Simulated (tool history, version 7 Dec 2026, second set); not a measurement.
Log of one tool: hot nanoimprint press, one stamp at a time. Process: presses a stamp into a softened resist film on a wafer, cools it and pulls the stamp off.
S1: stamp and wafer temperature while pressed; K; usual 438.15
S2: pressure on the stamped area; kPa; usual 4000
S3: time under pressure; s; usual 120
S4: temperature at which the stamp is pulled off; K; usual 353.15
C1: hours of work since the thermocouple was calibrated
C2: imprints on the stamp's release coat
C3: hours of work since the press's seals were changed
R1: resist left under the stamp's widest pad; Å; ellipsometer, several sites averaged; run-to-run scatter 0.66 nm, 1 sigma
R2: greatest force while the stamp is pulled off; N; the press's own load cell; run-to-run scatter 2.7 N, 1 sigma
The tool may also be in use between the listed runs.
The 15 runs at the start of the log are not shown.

run 16 day=19.575 | S1=448.15 S2=4000 S3=161 S4=353.15 | C1=16 C2=2053 C3=286 | R1=1270 R2=177
run 17 day=20.554 | S1=448.15 S2=4000 S3=161 S4=353.15 | C1=29 C2=2122 C3=299 | R1=1268 R2=177
run 18 day=21.75 | S1=438.15 S2=4080 S3=111 S4=341.15 | C1=46 C2=2206 C3=315 | R1=2242 R2=203
run 19 day=23.517 | S1=438.15 S2=4080 S3=111 S4=341.15 | C1=70 C2=2330 C3=339 | R1=2235 R2=203
run 20 day=24.45 | S1=438.15 S2=4150 S3=111 S4=356.15 | C1=82 C2=2396 C3=352 | R1=2223 R2=182
-- day=25.292 stamp cleaned and given a new release coat
run 21 day=26.488 | S1=432.15 S2=4150 S3=111 S4=360.15 | C1=107 C2=84 C3=376 | R1=2824 R2=116
run 22 day=27.508 | S1=446.15 S2=4000 S3=120 S4=339.15 | C1=121 C2=156 C3=390 | R1=1526 R2=145
run 23 day=28.908 | S1=446.15 S2=3400 S3=224 S4=341.15 | C1=140 C2=255 C3=409 | R1=1313 R2=145
run 24 day=30.188 | S1=446.15 S2=3400 S3=224 S4=341.15 | C1=157 C2=345 C3=426 | R1=1311 R2=146
run 25 day=31.392 | S1=446.15 S2=4210 S3=224 S4=348.15 | C1=173 C2=430 C3=443 | R1=1166 R2=142
run 26 day=33.15 | S1=446.15 S2=4210 S3=224 S4=348.15 | C1=197 C2=554 C3=467 | R1=1167 R2=143
run 27 day=34.988 | S1=446.15 S2=4210 S3=224 S4=348.15 | C1=222 C2=683 C3=492 | R1=1152 R2=146
run 28 day=36.554 | S1=436.15 S2=3990 S3=120 S4=355.15 | C1=243 C2=793 C3=513 | R1=2360 R2=139
run 29 day=38.088 | S1=436.15 S2=3990 S3=120 S4=355.15 | C1=264 C2=901 C3=534 | R1=2340 R2=145
-- day=38.629 plate thermocouple calibrated
run 30 day=39.433 | S1=438.15 S2=4000 S3=120 S4=353.15 | C1=11 C2=988 C3=550 | R1=2221 R2=152

Predict each of these 4 candidate next runs independently; none follows another, all start after run 30:
-- day=41.258 press's hydraulic seals changed and the load cell set to zero
run A day=41.417 | S1=427.15 S2=4000 S3=220 S4=353.15 | C1=33 C2=1104 C3=2 | R1=? R2=?
-- day=41.258 press's hydraulic seals changed and the load cell set to zero
run B day=41.417 | S1=438.15 S2=3610 S3=118 S4=344.15 | C1=33 C2=1104 C3=2 | R1=? R2=?
-- day=41.258 press's hydraulic seals changed and the load cell set to zero
run C day=41.417 | S1=430.15 S2=4000 S3=93 S4=353.15 | C1=33 C2=1104 C3=2 | R1=? R2=?
-- day=41.258 press's hydraulic seals changed and the load cell set to zero
run D day=41.417 | S1=426.15 S2=2930 S3=120 S4=345.15 | C1=33 C2=1104 C3=2 | R1=? R2=?

run=A R1=2971 R2=148
run=B R1=2313 R2=172
run=C R1=3167 R2=151
run=D R1=3598 R2=161
Without the tool's hidden state the same runs would have given:
run=A R1=2973 R2=120
run=B R1=2314 R2=140
run=C R1=3168 R2=123
run=D R1=3599 R2=132
